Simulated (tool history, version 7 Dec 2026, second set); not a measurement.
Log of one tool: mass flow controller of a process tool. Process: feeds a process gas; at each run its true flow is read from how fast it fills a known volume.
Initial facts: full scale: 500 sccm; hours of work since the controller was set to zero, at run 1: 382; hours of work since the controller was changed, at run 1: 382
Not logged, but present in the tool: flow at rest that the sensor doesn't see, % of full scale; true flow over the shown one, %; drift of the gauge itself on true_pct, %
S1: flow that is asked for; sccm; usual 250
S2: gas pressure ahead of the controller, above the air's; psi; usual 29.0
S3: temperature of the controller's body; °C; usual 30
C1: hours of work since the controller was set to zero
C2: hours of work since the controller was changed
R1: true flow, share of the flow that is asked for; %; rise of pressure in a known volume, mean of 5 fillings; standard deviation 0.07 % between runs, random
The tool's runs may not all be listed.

run	hour	S1	S2	S3	C1	C2	R1
1	0.0	250	29.0	30	382	382	98.17
2	514.2	250	29.0	30	627	627	98.08
3	772.5	250	29.0	30	750	750	98.00
4	1067.1	250	29.0	30	891	891	97.86
5	1547.4	250	29.0	30	1120	1120	97.73
6	1942.7	250	29.0	30	1308	1308	97.61
7	2227.3	250	29.0	23	1444	1444	97.79
8	2556.9	250	29.0	23	1601	1601	97.84
9	2891.1	250	29.0	23	1761	1761	97.76
10	3347.8	250	29.0	23	1979	1979	97.59
11	3785.2	250	29.0	30	2187	2187	97.12
12	4043.2	250	29.0	21	2310	2310	97.59
13	4405.2	250	29.0	30	2483	2483	97.06
14	4786.5	250	29.0	38	2665	2665	96.50
15	5017.0	250	29.0	38	2775	2775	96.51
16	5278.7	250	29.0	38	2899	2899	96.49
17	5555.9	250	29.0	38	3032	3032	96.34
18	5818.2	250	26.1	30	3157	3157	96.65
19	6160.5	250	26.1	30	3320	3320	96.54
20	6429.7	446	29.0	30	3448	3448	97.77
21	6993.9	446	29.0	30	3718	3718	97.80
22	7292.2	446	29.0	30	3860	3860	97.60
23	7668.2	173	29.0	30	4039	4039	95.15
24	8180.9	173	29.0	30	4284	4284	95.10
25	8483.3	173	29.0	30	4428	4428	95.18
26	8839.1	173	29.0	30	4598	4598	94.93
27	9215.6	303	35.7	35	4777	4777	96.19
28	9729.3	303	35.7	35	5022	5022	96.12
29	10109.7	303	35.7	35	5204	5204	95.96
30	10401.2	62	29.0	30	5343	5343	89.25
31	10647.4	62	29.0	30	5460	5460	89.22
32	11150.8	62	29.0	30	5700	5700	88.82

Run 33 has not been measured yet. What should we expect?
33	11462.0	62	29.0	30	5849	5849	?

R1: 88.59 %
With the hidden condition absent and the run-to-run variation left alone, this run would have shown R1 98.18 %.
